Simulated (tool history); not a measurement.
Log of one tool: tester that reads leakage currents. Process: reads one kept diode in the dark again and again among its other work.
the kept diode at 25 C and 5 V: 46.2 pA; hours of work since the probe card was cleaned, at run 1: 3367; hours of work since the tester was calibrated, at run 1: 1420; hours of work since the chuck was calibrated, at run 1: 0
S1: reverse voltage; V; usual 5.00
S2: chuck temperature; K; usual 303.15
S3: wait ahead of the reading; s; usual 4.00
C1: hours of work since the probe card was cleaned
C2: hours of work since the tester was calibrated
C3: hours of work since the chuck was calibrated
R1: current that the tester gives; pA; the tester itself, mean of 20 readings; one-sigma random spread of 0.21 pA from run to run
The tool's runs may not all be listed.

run 1 hour=0.0 | S1=5.00 S2=303.15 S3=4.00 | C1=3367 C2=1420 C3=0 | R1=76.95
run 2 hour=127.4 | S1=5.00 S2=303.15 S3=4.00 | C1=3450 C2=1503 C3=83 | R1=78.11
-- hour=178.8 probe card cleaned and baked
run 3 hour=292.8 | S1=5.00 S2=303.15 S3=4.00 | C1=74 C2=1608 C3=188 | R1=69.38
run 4 hour=418.4 | S1=5.00 S2=295.15 S3=4.00 | C1=155 C2=1689 C3=269 | R1=39.42
run 5 hour=614.9 | S1=5.00 S2=295.15 S3=4.00 | C1=282 C2=1817 C3=396 | R1=40.67
run 6 hour=724.1 | S1=5.00 S2=295.15 S3=4.00 | C1=353 C2=1887 C3=467 | R1=41.40
run 7 hour=941.0 | S1=5.00 S2=295.15 S3=4.00 | C1=494 C2=2028 C3=608 | R1=42.81
-- hour=1061.8 chuck's temperature calibrated
run 8 hour=1142.4 | S1=5.00 S2=295.15 S3=4.00 | C1=623 C2=2157 C3=52 | R1=39.25
run 9 hour=1357.6 | S1=5.00 S2=303.15 S3=3.17 | C1=762 C2=2296 C3=192 | R1=70.55
run 10 hour=1549.0 | S1=5.00 S2=303.15 S3=4.00 | C1=886 C2=2420 C3=316 | R1=72.42
run 11 hour=1645.6 | S1=5.00 S2=321.15 S3=4.00 | C1=949 C2=2483 C3=378 | R1=241.52
run 12 hour=1823.6 | S1=5.00 S2=303.15 S3=4.00 | C1=1064 C2=2598 C3=493 | R1=75.16
run 13 hour=2040.7 | S1=5.00 S2=326.15 S3=4.00 | C1=1205 C2=2739 C3=634 | R1=342.50
-- hour=2112.4 chuck's temperature calibrated
run 14 hour=2167.4 | S1=5.00 S2=326.15 S3=4.00 | C1=1285 C2=2819 C3=36 | R1=316.70
run 15 hour=2334.7 | S1=5.00 S2=303.15 S3=4.00 | C1=1394 C2=2928 C3=144 | R1=71.79
run 16 hour=2517.0 | S1=5.00 S2=332.15 S3=4.00 | C1=1512 C2=3046 C3=262 | R1=469.00
run 17 hour=2611.7 | S1=5.00 S2=332.15 S3=4.00 | C1=1573 C2=3107 C3=323 | R1=473.35
run 18 hour=2752.9 | S1=5.00 S2=332.15 S3=4.00 | C1=1665 C2=3199 C3=415 | R1=474.82
run 19 hour=2870.5 | S1=5.00 S2=332.15 S3=4.00 | C1=1741 C2=3275 C3=491 | R1=481.40
run 20 hour=3094.2 | S1=14.16 S2=303.15 S3=4.00 | C1=1886 C2=3420 C3=636 | R1=139.43
-- hour=3170.8 chuck's temperature calibrated
run 21 hour=3319.6 | S1=14.16 S2=301.15 S3=4.45 | C1=2030 C2=3564 C3=96 | R1=116.55
run 22 hour=3469.2 | S1=14.16 S2=301.15 S3=4.45 | C1=2127 C2=3661 C3=193 | R1=118.56
run 23 hour=3618.1 | S1=5.00 S2=303.15 S3=1.00 | C1=2224 C2=3758 C3=290 | R1=77.94
run 24 hour=3753.6 | S1=1.05 S2=299.15 S3=3.26 | C1=2312 C2=3846 C3=377 | R1=25.65
run 25 hour=3939.8 | S1=14.82 S2=303.15 S3=5.28 | C1=2432 C2=3966 C3=498 | R1=146.25
run 26 hour=4078.3 | S1=6.56 S2=299.15 S3=5.28 | C1=2522 C2=4056 C3=588 | R1=72.42
-- hour=4238.4 chuck's temperature calibrated
run 27 hour=4257.1 | S1=7.05 S2=303.15 S3=0.77 | C1=2636 C2=4170 C3=12 | R1=92.09
run 28 hour=4389.9 | S1=7.05 S2=303.15 S3=0.77 | C1=2722 C2=4256 C3=98 | R1=93.34
run 29 hour=4602.5 | S1=1.51 S2=309.15 S3=0.53 | C1=2860 C2=4394 C3=236 | R1=60.19
run 30 hour=4757.8 | S1=4.03 S2=299.15 S3=1.49 | C1=2961 C2=4495 C3=336 | R1=54.57
run 31 hour=4916.1 | S1=4.03 S2=299.15 S3=1.49 | C1=3063 C2=4597 C3=439 | R1=55.47
run 32 hour=5110.4 | S1=2.42 S2=294.15 S3=4.00 | C1=3189 C2=4723 C3=565 | R1=30.49
run 33 hour=5240.4 | S1=2.42 S2=294.15 S3=4.00 | C1=3273 C2=4807 C3=649 | R1=30.79
-- hour=5294.9 chuck's temperature calibrated
run 34 hour=5390.0 | S1=3.73 S2=312.15 S3=0.94 | C1=3369 C2=4903 C3=62 | R1=115.23
run 35 hour=5480.4 | S1=4.78 S2=298.15 S3=4.98 | C1=3427 C2=4961 C3=120 | R1=54.91
-- hour=5575.9 probe card cleaned and baked
run 36 hour=5623.3 | S1=5.84 S2=311.15 S3=6.78 | C1=31 C2=5052 C3=211 | R1=128.53
run 37 hour=5802.2 | S1=5.00 S2=303.15 S3=0.47 | C1=147 C2=5168 C3=327 | R1=73.19
run 38 hour=5980.5 | S1=5.00 S2=303.15 S3=0.47 | C1=262 C2=5283 C3=442 | R1=74.84
run 39 hour=6146.8 | S1=5.00 S2=303.15 S3=0.47 | C1=370 C2=5391 C3=550 | R1=75.96

Here are 3 independent what-if runs from the current tool condition. What would each one return?
-- hour=6220.0 tester calibrated
run A hour=6252.5 | S1=3.51 S2=298.15 S3=4.91 | C1=437 C2=21 C3=617 | R1=?
-- hour=6220.0 tester calibrated
run B hour=6252.5 | S1=5.00 S2=303.15 S3=2.22 | C1=437 C2=21 C3=617 | R1=?
-- hour=6220.0 tester calibrated
run C hour=6252.5 | S1=11.28 S2=293.15 S3=3.73 | C1=437 C2=21 C3=617 | R1=?

run=A R1=44.12
run=B R1=75.78
run=C R1=56.86
With the hidden condition removed and each run's random variation left untouched, the same runs would have given:
run=A R1=39.06
run=B R1=67.60
run=C R1=48.56
